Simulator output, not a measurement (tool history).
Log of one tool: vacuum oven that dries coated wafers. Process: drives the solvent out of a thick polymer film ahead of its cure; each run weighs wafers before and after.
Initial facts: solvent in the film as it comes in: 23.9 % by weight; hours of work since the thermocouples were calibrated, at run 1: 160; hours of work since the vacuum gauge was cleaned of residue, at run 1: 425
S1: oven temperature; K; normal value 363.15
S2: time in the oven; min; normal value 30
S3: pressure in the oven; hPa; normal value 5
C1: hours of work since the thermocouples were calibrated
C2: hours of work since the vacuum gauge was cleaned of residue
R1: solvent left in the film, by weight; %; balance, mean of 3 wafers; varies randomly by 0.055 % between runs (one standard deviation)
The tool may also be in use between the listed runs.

run 1 hour=0 | S1=363.15 S2=30 S3=5 | C1=160 C2=425 | R1=2.42
run 2 hour=53.7 | S1=363.15 S2=30 S3=5 | C1=196 C2=461 | R1=2.35
run 3 hour=86.9 | S1=363.15 S2=30 S3=5 | C1=217 C2=482 | R1=2.36
run 4 hour=120.2 | S1=363.15 S2=30 S3=5 | C1=239 C2=504 | R1=2.46
run 5 hour=168.3 | S1=363.15 S2=30 S3=5 | C1=271 C2=536 | R1=2.51
run 6 hour=219.5 | S1=363.15 S2=30 S3=5 | C1=305 C2=570 | R1=2.49
run 7 hour=292.3 | S1=363.15 S2=30 S3=5 | C1=352 C2=618 | R1=2.49
run 8 hour=325.7 | S1=367.15 S2=30 S3=5 | C1=374 C2=640 | R1=1.46
run 9 hour=372.8 | S1=354.15 S2=30 S3=5 | C1=405 C2=671 | R1=6.3
run 10 hour=430.2 | S1=363.15 S2=37 S3=5 | C1=443 C2=708 | R1=1.7
run 11 hour=463.6 | S1=363.15 S2=30 S3=5 | C1=465 C2=730 | R1=2.54
run 12 hour=494.3 | S1=363.15 S2=30 S3=5 | C1=485 C2=750 | R1=2.63
run 13 hour=554.8 | S1=363.15 S2=30 S3=5 | C1=525 C2=790 | R1=2.59
run 14 hour=624.7 | S1=363.15 S2=30 S3=5 | C1=571 C2=836 | R1=2.61
run 15 hour=660.4 | S1=363.15 S2=34 S3=5 | C1=595 C2=860 | R1=2.03
run 16 hour=705 | S1=373.15 S2=34 S3=5 | C1=624 C2=889 | R1=0.5
run 17 hour=766.5 | S1=359.15 S2=30 S3=5 | C1=664 C2=930 | R1=4.13
run 18 hour=805 | S1=359.15 S2=30 S3=5 | C1=690 C2=955 | R1=4.03
run 19 hour=840.2 | S1=374.15 S2=30 S3=5 | C1=713 C2=978 | R1=0.6
run 20 hour=894.5 | S1=358.15 S2=30 S3=5 | C1=749 C2=1014 | R1=4.64
run 21 hour=940.1 | S1=352.15 S2=30 S3=5 | C1=779 C2=1044 | R1=7.44
run 22 hour=1001.3 | S1=352.15 S2=30 S3=5 | C1=819 C2=1084 | R1=7.42
run 23 hour=1068.4 | S1=352.15 S2=30 S3=5 | C1=863 C2=1128 | R1=7.48
run 24 hour=1101.4 | S1=363.15 S2=30 S3=3.8 | C1=885 C2=1150 | R1=2.75
run 25 hour=1170.8 | S1=364.15 S2=30 S3=15.27 | C1=930 C2=1195 | R1=3.11
run 26 hour=1217 | S1=367.15 S2=30 S3=7.43 | C1=961 C2=1226 | R1=1.82
run 27 hour=1275.8 | S1=371.15 S2=20 S3=7.43 | C1=999 C2=1264 | R1=2.41
run 28 hour=1332.7 | S1=371.15 S2=20 S3=7.43 | C1=1037 C2=1302 | R1=2.49
run 29 hour=1387 | S1=359.15 S2=35 S3=3.66 | C1=1072 C2=1338 | R1=3.42
run 30 hour=1448 | S1=359.15 S2=35 S3=3.66 | C1=1113 C2=1378 | R1=3.43
-- hour=1456 vacuum gauge cleaned of residue and calibrated
run 31 hour=1498.6 | S1=354.15 S2=16 S3=14.71 | C1=1145 C2=28 | R1=11.69
run 32 hour=1553 | S1=363.15 S2=28 S3=6.03 | C1=1181 C2=64 | R1=3.28
run 33 hour=1608.6 | S1=363.15 S2=28 S3=6.03 | C1=1217 C2=100 | R1=3.36
run 34 hour=1681.3 | S1=372.15 S2=26 S3=11.32 | C1=1265 C2=148 | R1=1.49
run 35 hour=1714.7 | S1=372.15 S2=26 S3=11.32 | C1=1287 C2=170 | R1=1.44
run 36 hour=1745.6 | S1=370.15 S2=26 S3=3.31 | C1=1307 C2=190 | R1=1.46
run 37 hour=1795.5 | S1=352.15 S2=26 S3=3.31 | C1=1340 C2=223 | R1=8.57
run 38 hour=1828.1 | S1=352.15 S2=26 S3=3.31 | C1=1362 C2=245 | R1=8.58
run 39 hour=1891.2 | S1=352.15 S2=26 S3=3.31 | C1=1403 C2=286 | R1=8.71
run 40 hour=1938.2 | S1=350.15 S2=26 S3=3.31 | C1=1434 C2=317 | R1=9.56
run 41 hour=1994.4 | S1=350.15 S2=26 S3=3.31 | C1=1471 C2=354 | R1=9.65
run 42 hour=2061 | S1=350.15 S2=26 S3=3.31 | C1=1515 C2=398 | R1=9.73
run 43 hour=2110.4 | S1=356.15 S2=26 S3=7.2 | C1=1547 C2=430 | R1=7.14
run 44 hour=2176.8 | S1=348.15 S2=26 S3=7.13 | C1=1591 C2=474 | R1=11.08
run 45 hour=2226.5 | S1=348.15 S2=26 S3=7.13 | C1=1624 C2=507 | R1=11.1
-- hour=2237.1 oven's thermocouples calibrated
run 46 hour=2284.1 | S1=348.15 S2=26 S3=7.13 | C1=31 C2=543 | R1=10.11

What if the next run were any one of these 4? Each begins from the tool's condition after run 46:
run A hour=2324.4 | S1=352.15 S2=26 S3=10.4 | C1=57 C2=570 | R1=?
run B hour=2324.4 | S1=348.15 S2=21 S3=7.64 | C1=57 C2=570 | R1=?
run C hour=2324.4 | S1=363.15 S2=16 S3=5 | C1=57 C2=570 | R1=?
run D hour=2324.4 | S1=363.15 S2=15 S3=4.2 | C1=57 C2=570 | R1=?

run=A R1=8.4
run=B R1=11.6
run=C R1=6.27
run=D R1=6.75
Stripped of hidden state, with their random variation kept, the same runs would have yielded:
run=A R1=8.28
run=B R1=11.49
run=C R1=6.17
run=D R1=6.65

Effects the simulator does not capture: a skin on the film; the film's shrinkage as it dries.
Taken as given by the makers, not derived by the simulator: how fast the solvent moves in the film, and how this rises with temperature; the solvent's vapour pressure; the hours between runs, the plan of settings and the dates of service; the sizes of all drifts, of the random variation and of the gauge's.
